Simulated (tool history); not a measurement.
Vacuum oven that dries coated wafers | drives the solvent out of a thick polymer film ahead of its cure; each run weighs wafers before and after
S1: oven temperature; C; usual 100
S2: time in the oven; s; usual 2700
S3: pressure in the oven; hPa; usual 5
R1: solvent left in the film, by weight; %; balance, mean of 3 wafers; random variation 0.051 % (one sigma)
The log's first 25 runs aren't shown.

| run | hour | S1 | S2 | S3 | R1 |
|---|---|---|---|---|---|
| 26 | 1059.2 | 90 | 2700 | 5 | 3.72 |
| 27 | 1114.5 | 97 | 3120 | 4.85 | 1.77 |
| 28 | 1163.8 | 100 | 4020 | 2.68 | 0.83 |
| 29 | 1207.6 | 100 | 2340 | 5.39 | 1.97 |
| 30 | 1234.3 | 100 | 1560 | 8.14 | 3.44 |
| 31 | 1281.3 | 95 | 4860 | 8.11 | 1.7 |
| 32 | 1319.9 | 95 | 4860 | 8.11 | 1.72 |
| 33 | 1369.2 | 95 | 2160 | 8.11 | 3.55 |
| 34 | 1411.4 | 99 | 1560 | 3.92 | 3.43 |
| 35 | 1451.8 | 99 | 1560 | 3.92 | 3.4 |

The next listed run, before its measurement:
| 36 | 1496.9 | 92 | 4320 | 2.67 | ? |

R1: 1.84 %
Without the tool's hidden state the same run would have given R1 0.84 %.

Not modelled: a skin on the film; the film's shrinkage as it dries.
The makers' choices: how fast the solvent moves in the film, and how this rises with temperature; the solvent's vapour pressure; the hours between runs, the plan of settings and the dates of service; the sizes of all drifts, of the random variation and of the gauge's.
